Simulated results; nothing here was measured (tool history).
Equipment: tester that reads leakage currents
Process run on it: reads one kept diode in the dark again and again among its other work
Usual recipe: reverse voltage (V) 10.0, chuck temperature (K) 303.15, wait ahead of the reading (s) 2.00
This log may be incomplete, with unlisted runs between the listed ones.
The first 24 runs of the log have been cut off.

run,hour,reverse voltage (V),chuck temperature (K),wait ahead of the reading (s),current that the tester gives (pA)
25,3303.2,1.8,299.15,3.72,66.40
26,3411.4,5.8,314.15,0.86,356.41
27,3533.7,2.7,299.15,1.90,82.80
# hour 3700.7: tester calibrated
28,3715.9,9.9,333.15,0.55,1550.77
29,3808.0,10.0,317.15,0.41,589.65
30,3909.3,10.0,303.15,8.93,227.79
# hour 4042.4: chuck's temperature calibrated
31,4103.8,10.0,299.15,0.50,173.69
32,4228.1,10.0,299.15,0.50,174.67
33,4347.4,7.1,301.15,1.07,164.23
34,4471.0,8.9,331.15,0.34,1301.92
35,4656.4,4.8,293.15,2.00,73.91
# hour 4677.3: probe card cleaned and baked
36,4777.1,4.8,293.15,2.00,73.44
37,4920.9,8.9,294.15,2.00,111.76
38,5039.4,8.9,294.15,2.00,112.10
39,5185.4,8.9,294.15,2.00,111.55

Consider 3 possible next runs. They are alternatives, not a sequence: every one starts from the tool as it was left by run 39. What does each give?
A,5276.1,8.9,294.15,1.08,?
B,5276.1,2.0,318.15,8.46,?
C,5276.1,10.0,296.15,0.93,?

run,current that the tester gives (pA)
A,111.93
B,255.70
C,139.25
Stripped of hidden state, with their random variation kept, the same runs would have yielded:
run,current that the tester gives (pA)
A,111.80
B,255.44
C,139.09
